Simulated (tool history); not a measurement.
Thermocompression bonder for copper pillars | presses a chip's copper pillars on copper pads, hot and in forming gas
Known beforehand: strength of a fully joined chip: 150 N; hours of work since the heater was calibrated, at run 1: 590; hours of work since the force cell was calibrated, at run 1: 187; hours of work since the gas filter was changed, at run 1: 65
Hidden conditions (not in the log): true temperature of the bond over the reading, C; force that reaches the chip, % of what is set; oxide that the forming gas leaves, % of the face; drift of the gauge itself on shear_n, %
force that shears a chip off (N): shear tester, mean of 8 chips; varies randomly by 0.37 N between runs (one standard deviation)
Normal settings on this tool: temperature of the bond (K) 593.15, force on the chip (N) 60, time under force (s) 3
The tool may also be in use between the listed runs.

run,hour,temperature of the bond (K),force on the chip (N),time under force (s),hours of work since the heater was calibrated,hours of work since the force cell was calibrated,hours of work since the gas filter was changed,force that shears a chip off (N)
1,0,593.15,60,3,590,187,65,58
2,14.3,593.15,60,3,598,195,73,57.7
3,26.1,593.15,60,3,604,201,79,57.4
4,42.6,593.15,60,3,612,210,88,57.3
5,53.1,564.15,60,3,618,215,93,44.1
6,64.1,564.15,60,3,624,221,99,44.4
# hour 70.7: heater calibrated with a thermocouple chip
7,82.8,564.15,60,3,6,230,107,47.7
8,89.9,564.15,60,3,10,233,111,47.2
# hour 96.9: forming gas filter changed
9,100.6,593.15,60,3,15,239,2,62.4
10,112.7,593.15,56,3,22,245,8,59.7
11,126.6,593.15,56,3,29,252,16,59.8
12,138.4,593.15,60,3,35,258,22,61.7
13,146.1,619.15,60,3,39,262,26,74.8
14,154.4,593.15,60,3,43,267,30,61.8
15,168,593.15,60,3,51,274,37,62.4
16,175.9,611.15,60,3,55,278,41,69.3
17,184.2,593.15,60,4,59,282,46,68.6
18,196.2,593.15,60,4,65,289,52,68.3
19,212.9,593.15,60,4,74,297,61,68.5
20,227.4,593.15,60,4,82,305,68,67.2
21,238.2,575.15,65,3,87,310,74,55.9
22,250.2,575.15,65,3,93,317,80,54.6
23,260,583.15,60,3,99,322,85,56.1
24,269.5,593.15,61,3,104,327,90,60.8
25,280.6,604.15,41,6,109,333,96,65
26,290.2,586.15,60,5,114,338,101,67.5
27,305.2,586.15,60,5,122,345,109,67.8
# hour 316.6: forming gas filter changed
28,319.5,586.15,54,5,129,353,2,66.5
29,329.8,586.15,54,5,135,358,7,66.1
30,346.5,586.15,54,5,144,367,16,66.6
31,354.8,606.15,61,3,148,371,20,68.4
32,369.4,592.15,43,5,156,379,28,59.2
33,381.6,592.15,43,2,162,385,34,40.9
34,388.5,571.15,57,7,165,389,38,68.1
35,398.2,571.15,57,7,171,394,43,68.3
36,412.5,619.15,75,2,178,401,50,72.9
37,429.5,619.15,75,2,187,410,59,72.6
38,437.6,619.15,75,2,191,414,63,72.7
39,454.2,619.15,75,2,200,423,72,71.8
40,467.9,613.15,73,3,207,430,79,77.8

3 options for the next run, each taken on its own from the tool as it stands now. Forecast them:
A,478.3,593.15,83,2,212,436,84,?
B,478.3,622.15,80,3,212,436,84,?
C,478.3,604.15,47,5,212,436,84,?

run,force that shears a chip off (N)
A,64
B,86.4
C,66.7
What these runs would have given with no unlogged condition in the tool:
run,force that shears a chip off (N)
A,67.7
B,91
C,70.4

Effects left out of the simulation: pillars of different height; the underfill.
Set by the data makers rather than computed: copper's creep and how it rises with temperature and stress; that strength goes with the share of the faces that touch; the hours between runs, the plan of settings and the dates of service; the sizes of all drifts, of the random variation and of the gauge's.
